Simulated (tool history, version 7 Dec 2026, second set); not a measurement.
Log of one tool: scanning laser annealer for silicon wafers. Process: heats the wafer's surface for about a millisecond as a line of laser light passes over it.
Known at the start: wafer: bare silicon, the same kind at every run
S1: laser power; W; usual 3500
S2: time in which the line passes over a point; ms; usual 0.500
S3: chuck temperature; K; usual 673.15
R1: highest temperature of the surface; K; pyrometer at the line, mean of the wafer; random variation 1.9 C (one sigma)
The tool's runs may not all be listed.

Run 1, hour 0.0: usual settings. Result: R1 1502.15 K.
Run 2, hour 18.1: usual settings but S2 0.387 ms. Result: R1 1402.15 K.
Run 3, hour 27.3: usual settings but S1 3457 W. Result: R1 1486.15 K.
Run 4, hour 41.7: usual settings but S2 0.519 ms. Result: R1 1514.15 K.
Run 5, hour 53.6: usual settings but S1 3462 W. Result: R1 1493.15 K.
Run 6, hour 69.8: usual settings but S2 0.432 ms. Result: R1 1447.15 K.
Run 7, hour 85.4: usual settings but S2 0.432 ms. Result: R1 1443.15 K.
Run 8, hour 95.0: usual settings but S3 665.15 K. Result: R1 1493.15 K.
Run 9, hour 106.0: usual settings but S3 684.15 K. Result: R1 1510.15 K.
Run 10, hour 121.7: usual settings but S3 684.15 K. Result: R1 1505.15 K.
Run 11, hour 135.0: usual settings but S3 684.15 K. Result: R1 1512.15 K.
At hour 138.0: window over the wafer cleaned.
Run 12, hour 151.2: usual settings but S2 0.511 ms. Result: R1 1504.15 K.
At hour 167.6: window over the wafer cleaned, once more.
Run 13, hour 170.9: usual settings but S1 3196 W, S2 0.511 ms. Result: R1 1427.15 K.
Run 14, hour 178.3: usual settings but S2 0.496 ms, S3 681.15 K. Result: R1 1510.15 K.
Run 15, hour 190.8: usual settings but S2 0.458 ms, S3 681.15 K. Result: R1 1479.15 K.
Run 16, hour 203.8: usual settings but S1 3388 W, S2 0.458 ms, S3 702.15 K. Result: R1 1467.15 K.
Run 17, hour 212.8: usual settings but S1 3790 W, S2 0.473 ms, S3 654.15 K. Result: R1 1545.15 K.
Run 18, hour 228.7: usual settings but S2 0.482 ms, S3 705.15 K. Result: R1 1517.15 K.
Run 19, hour 241.8: usual settings but S2 0.536 ms, S3 649.15 K. Result: R1 1502.15 K.
Run 20, hour 254.4: usual settings but S2 0.512 ms. Result: R1 1512.15 K.
Run 21, hour 271.1: usual settings but S2 0.512 ms. Result: R1 1511.15 K.
Run 22, hour 285.4: usual settings but S1 3637 W, S2 0.371 ms, S3 656.15 K. Result: R1 1405.15 K.
Run 23, hour 299.7: usual settings but S1 3721 W, S2 0.414 ms. Result: R1 1484.15 K.
Run 24, hour 317.9: usual settings but S1 3721 W, S2 0.414 ms. Result: R1 1486.15 K.

Forecast each of these 5 alternatives for the next run:
Run A, hour 333.1: usual settings but S1 3138 W, S2 0.414 ms. Result: R1 ?.
Run B, hour 333.1: usual settings but S1 3721 W, S2 0.414 ms. Result: R1 ?.
Run C, hour 333.1: usual settings but S1 3182 W, S2 0.429 ms, S3 651.15 K. Result: R1 ?.
Run D, hour 333.1: usual settings but S1 3721 W, S2 0.414 ms, S3 655.15 K. Result: R1 ?.
Run E, hour 333.1: usual settings but S1 3127 W, S2 0.568 ms, S3 712.15 K. Result: R1 ?.

run       R1
  A  1332.15
  B  1485.15
  C  1332.15
  D  1465.15
  E  1479.15
Without the tool's hidden state the same runs would have given:
run       R1
  A  1345.15
  B  1501.15
  C  1346.15
  D  1482.15
  E  1494.15
